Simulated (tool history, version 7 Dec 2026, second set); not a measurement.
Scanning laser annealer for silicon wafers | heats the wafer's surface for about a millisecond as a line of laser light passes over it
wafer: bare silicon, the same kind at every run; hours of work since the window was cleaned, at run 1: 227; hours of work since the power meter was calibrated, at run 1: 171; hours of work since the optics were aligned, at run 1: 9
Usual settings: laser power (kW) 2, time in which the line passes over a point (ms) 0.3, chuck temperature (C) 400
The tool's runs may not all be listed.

run,day,laser power (kW),time in which the line passes over a point (ms),chuck temperature (C),hours of work since the window was cleaned,hours of work since the power meter was calibrated,hours of work since the optics were aligned,highest temperature of the surface (C)
1,0,2,0.3,400,227,171,9,1147
2,0.229,2,0.3,400,231,175,13,1144
3,0.55,2,0.3,400,237,181,19,1146
4,0.767,2,0.3,374,241,185,23,1119
5,0.971,2,0.3,434,245,188,26,1179
6,1.217,2,0.3,434,249,193,31,1180
7,1.479,2,0.3,434,254,198,36,1178
8,1.858,2,0.3,434,261,204,42,1177
9,2.225,2,0.3,434,267,211,49,1178
10,2.396,2,0.3,434,270,214,52,1176
11,2.688,2,0.3,434,276,220,57,1177
12,3,2,0.3,434,281,225,63,1177
13,3.333,2,0.3,434,287,231,69,1178
14,3.592,2.02,0.3,434,292,236,74,1182
15,3.912,2.02,0.3,434,298,242,80,1184
# day 4.017: window over the wafer cleaned
16,4.35,2.02,0.3,434,6,248,86,1178
17,4.696,2,0.3,437,12,254,92,1174
18,4.862,2,0.3,437,15,257,95,1175
19,5.058,2,0.3,437,19,261,99,1178
20,5.417,2,0.3,437,25,267,105,1176
21,5.638,2,0.3,411,29,271,109,1148
22,6.017,2,0.329,411,36,278,116,1183
# day 6.233: window over the wafer cleaned, once more
23,6.262,1.771,0.3,417,1,281,119,1083
24,6.446,2.003,0.231,407,4,285,123,1071
25,6.617,2.003,0.231,407,7,288,126,1073
26,6.917,2.003,0.231,407,12,293,131,1073
27,7.262,2.003,0.231,407,19,299,137,1069
28,7.488,2.003,0.231,435,23,303,141,1097
29,7.767,2.071,0.219,438,28,308,146,1106
30,8.138,1.792,0.314,424,35,315,153,1116
31,8.333,1.792,0.314,424,38,319,157,1111
32,8.538,1.792,0.314,424,42,322,160,1111
33,8.742,1.917,0.321,393,45,326,164,1133
34,8.958,1.917,0.321,393,49,330,168,1143
35,9.229,1.917,0.321,393,54,335,173,1135
36,9.488,1.917,0.321,393,59,340,178,1133
37,9.804,2.102,0.321,413,65,345,183,1224
38,9.975,1.816,0.308,423,68,348,186,1113
39,10.2,1.816,0.308,423,72,353,191,1112
40,10.375,1.917,0.376,432,75,356,194,1229

Hidden state or all else? Some run-to-run changes of highest temperature of the surface (C), split into what the settings, what came in and random variation would give without the hidden state, and what is left for the hidden state (with any gauge scatter that isn't in both results):
The hidden state here: light that passes the window, % of a clean one's; laser's true power over the reading, %; width of the line over the set one, %; drift of the gauge itself on peak_c, C.
Run 1 -> 2: no setting changed, nothing entered. highest temperature of the surface (C) -3: hidden state -1, all else -2.
Run 5 -> 6: no setting changed, nothing entered. highest temperature of the surface (C) +1: hidden state -1, all else +2.
Run 22 -> 23: laser power (kW) 2 -> 1.771, time in which the line passes over a point (ms) 0.329 -> 0.3, chuck temperature (C) 411 -> 417, window over the wafer cleaned, once more. highest temperature of the surface (C) -100: hidden state +15, all else -115.
Run 37 -> 38: laser power (kW) 2.102 -> 1.816, time in which the line passes over a point (ms) 0.321 -> 0.308, chuck temperature (C) 413 -> 423. highest temperature of the surface (C) -111: hidden state +1, all else -112.
Run 39 -> 40: laser power (kW) 1.816 -> 1.917, time in which the line passes over a point (ms) 0.308 -> 0.376, chuck temperature (C) 423 -> 432. highest temperature of the surface (C) +117: hidden state -1, all else +118.
